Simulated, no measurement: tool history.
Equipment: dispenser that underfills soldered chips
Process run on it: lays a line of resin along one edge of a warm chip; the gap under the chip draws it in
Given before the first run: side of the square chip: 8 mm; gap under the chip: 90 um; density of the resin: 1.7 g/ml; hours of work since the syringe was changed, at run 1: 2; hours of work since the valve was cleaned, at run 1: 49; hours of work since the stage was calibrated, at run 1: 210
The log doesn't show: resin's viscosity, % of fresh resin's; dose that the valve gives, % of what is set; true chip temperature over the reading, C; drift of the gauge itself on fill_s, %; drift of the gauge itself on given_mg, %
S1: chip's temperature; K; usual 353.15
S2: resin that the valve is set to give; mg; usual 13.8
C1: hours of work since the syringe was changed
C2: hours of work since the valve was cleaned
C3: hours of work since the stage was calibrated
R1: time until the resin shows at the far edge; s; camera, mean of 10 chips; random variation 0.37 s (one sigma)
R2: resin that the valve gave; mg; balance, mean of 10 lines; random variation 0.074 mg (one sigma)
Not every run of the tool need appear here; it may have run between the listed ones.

run 1 hour=0 | S1=353.15 S2=13.8 | C1=2 C2=49 C3=210 | R1=22.9 R2=13.17
-- hour=6 new syringe of resin
run 2 hour=10.7 | S1=353.15 S2=16.7 | C1=4 C2=58 C3=218 | R1=24.6 R2=15.93
-- hour=14.4 new syringe of resin
run 3 hour=17 | S1=353.15 S2=13.8 | C1=2 C2=62 C3=223 | R1=24 R2=13.06
-- hour=22.9 new syringe of resin
run 4 hour=23.4 | S1=353.15 S2=13.8 | C1=0 C2=67 C3=227 | R1=21.8 R2=13
run 5 hour=29 | S1=353.15 S2=13.8 | C1=5 C2=72 C3=232 | R1=26.3 R2=12.98
-- hour=31 new syringe of resin
-- hour=39.5 new syringe of resin
run 6 hour=40.5 | S1=353.15 S2=13.8 | C1=1 C2=80 C3=240 | R1=22.2 R2=12.79
-- hour=43.2 dispensing valve cleaned and set on the balance
run 7 hour=47 | S1=353.15 S2=13.8 | C1=5 C2=3 C3=245 | R1=27.8 R2=13.77
-- hour=49.4 new syringe of resin
run 8 hour=53.6 | S1=353.15 S2=13.8 | C1=3 C2=8 C3=250 | R1=24.3 R2=13.69
-- hour=57.9 new syringe of resin
run 9 hour=61.3 | S1=353.15 S2=13.8 | C1=3 C2=14 C3=256 | R1=24.4 R2=13.64
-- hour=66.9 new syringe of resin
run 10 hour=70.6 | S1=353.15 S2=13.8 | C1=3 C2=21 C3=263 | R1=23.4 R2=13.51
-- hour=75.5 new syringe of resin
run 11 hour=79.6 | S1=353.15 S2=13.8 | C1=3 C2=28 C3=270 | R1=24 R2=13.42
-- hour=84.3 new syringe of resin
run 12 hour=85.3 | S1=353.15 S2=13.8 | C1=1 C2=32 C3=274 | R1=22.7 R2=13.28
run 13 hour=90.9 | S1=356.15 S2=13.8 | C1=5 C2=37 C3=278 | R1=23.4 R2=13.35
-- hour=93 new syringe of resin
run 14 hour=100.7 | S1=366.15 S2=16.2 | C1=6 C2=44 C3=286 | R1=16 R2=15.33
-- hour=101.6 new syringe of resin
run 15 hour=107 | S1=363.15 S2=12.4 | C1=4 C2=49 C3=291 | R1=17.3 R2=11.97
-- hour=109.9 new syringe of resin
run 16 hour=115.5 | S1=343.15 S2=14.3 | C1=4 C2=55 C3=297 | R1=41.7 R2=13.58
-- hour=118.6 new syringe of resin
-- hour=127.5 new syringe of resin
run 17 hour=128.9 | S1=353.15 S2=13.6 | C1=1 C2=65 C3=307 | R1=22.6 R2=12.73

Forecast run 18:
-- hour=135.7 new syringe of resin
run 18 hour=142.1 | S1=353.15 S2=14.7 | C1=5 C2=76 C3=317 | R1=? R2=?

Run 18 produced R1 27.5 s, R2 13.64 mg.
With no hidden state in the tool, this same run would have given R1 21.8 s, R2 14.68 mg.
